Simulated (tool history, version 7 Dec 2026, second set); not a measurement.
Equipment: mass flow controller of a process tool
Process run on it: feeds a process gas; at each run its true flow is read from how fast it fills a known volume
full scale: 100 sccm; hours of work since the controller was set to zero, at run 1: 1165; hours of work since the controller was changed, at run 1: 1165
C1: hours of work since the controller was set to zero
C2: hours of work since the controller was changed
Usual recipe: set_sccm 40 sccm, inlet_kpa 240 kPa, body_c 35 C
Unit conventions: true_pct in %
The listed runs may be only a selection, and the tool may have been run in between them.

run 1 hour=0 | set_sccm=40 inlet_kpa=240 body_c=35 | C1=1165 C2=1165 | true_pct=99.41
run 2 hour=58.6 | set_sccm=40 inlet_kpa=240 body_c=35 | C1=1191 C2=1191 | true_pct=99.45
run 3 hour=105 | set_sccm=40 inlet_kpa=240 body_c=24 | C1=1211 C2=1211 | true_pct=100.08
run 4 hour=157.7 | set_sccm=40 inlet_kpa=240 body_c=25 | C1=1235 C2=1235 | true_pct=100.1
run 5 hour=255.2 | set_sccm=40 inlet_kpa=240 body_c=35 | C1=1278 C2=1278 | true_pct=99.5
run 6 hour=361.8 | set_sccm=40 inlet_kpa=240 body_c=35 | C1=1325 C2=1325 | true_pct=99.45
run 7 hour=451.9 | set_sccm=40 inlet_kpa=240 body_c=35 | C1=1365 C2=1365 | true_pct=99.49
run 8 hour=522.7 | set_sccm=40 inlet_kpa=240 body_c=35 | C1=1397 C2=1397 | true_pct=99.53
run 9 hour=583.9 | set_sccm=40 inlet_kpa=240 body_c=37 | C1=1424 C2=1424 | true_pct=99.59
run 10 hour=638.2 | set_sccm=40 inlet_kpa=240 body_c=37 | C1=1448 C2=1448 | true_pct=99.56
run 11 hour=725.8 | set_sccm=40 inlet_kpa=240 body_c=37 | C1=1487 C2=1487 | true_pct=99.4
run 12 hour=796.3 | set_sccm=40 inlet_kpa=240 body_c=37 | C1=1518 C2=1518 | true_pct=99.53
run 13 hour=889 | set_sccm=40 inlet_kpa=240 body_c=35 | C1=1559 C2=1559 | true_pct=99.61
run 14 hour=988.7 | set_sccm=16 inlet_kpa=165 body_c=35 | C1=1603 C2=1603 | true_pct=100.26
run 15 hour=1094.8 | set_sccm=51 inlet_kpa=240 body_c=37 | C1=1650 C2=1650 | true_pct=99.57
-- hour=1103.3 controller's zero set anew
run 16 hour=1173.5 | set_sccm=40 inlet_kpa=240 body_c=37 | C1=31 C2=1685 | true_pct=99.71
run 17 hour=1241.6 | set_sccm=85 inlet_kpa=240 body_c=37 | C1=61 C2=1715 | true_pct=99.87
run 18 hour=1320 | set_sccm=85 inlet_kpa=240 body_c=37 | C1=96 C2=1750 | true_pct=99.89
run 19 hour=1378.5 | set_sccm=85 inlet_kpa=157 body_c=33 | C1=122 C2=1776 | true_pct=100.41
run 20 hour=1429 | set_sccm=85 inlet_kpa=157 body_c=33 | C1=144 C2=1798 | true_pct=100.45
-- hour=1483.7 controller's zero set anew, once more
run 21 hour=1516.9 | set_sccm=85 inlet_kpa=157 body_c=33 | C1=15 C2=1837 | true_pct=100.04
run 22 hour=1570.6 | set_sccm=40 inlet_kpa=156 body_c=35 | C1=39 C2=1861 | true_pct=99.63
run 23 hour=1639.7 | set_sccm=40 inlet_kpa=156 body_c=35 | C1=69 C2=1892 | true_pct=99.58
run 24 hour=1695.5 | set_sccm=40 inlet_kpa=156 body_c=27 | C1=94 C2=1916 | true_pct=99.96
run 25 hour=1768 | set_sccm=13 inlet_kpa=235 body_c=40 | C1=126 C2=1948 | true_pct=98.95
run 26 hour=1827 | set_sccm=66 inlet_kpa=235 body_c=21 | C1=152 C2=1975 | true_pct=100.44

Measured result minus the same run's result without the hidden state. Both carry the same run-to-run variation, though not necessarily the same gauge scatter:
The tool's hidden condition here consists of: flow at rest that the sensor doesn't see, % of full scale; true flow over the shown one, %; drift of the gauge itself on true_pct, %.
run=1 true_pct=+0.78
run=2 true_pct=+0.79
run=3 true_pct=+0.81
run=4 true_pct=+0.81
run=5 true_pct=+0.83
run=6 true_pct=+0.86
run=7 true_pct=+0.88
run=8 true_pct=+0.89
run=9 true_pct=+0.91
run=10 true_pct=+0.93
run=11 true_pct=+0.94
run=12 true_pct=+0.96
run=13 true_pct=+0.98
run=14 true_pct=+1.69
run=15 true_pct=+0.92
run=16 true_pct=+1.18
run=17 true_pct=+0.86
run=18 true_pct=+0.87
run=19 true_pct=+0.89
run=20 true_pct=+0.89
run=21 true_pct=+0.62
run=22 true_pct=+0.65
run=23 true_pct=+0.67
run=24 true_pct=+0.68
run=25 true_pct=+0.86
run=26 true_pct=+0.67
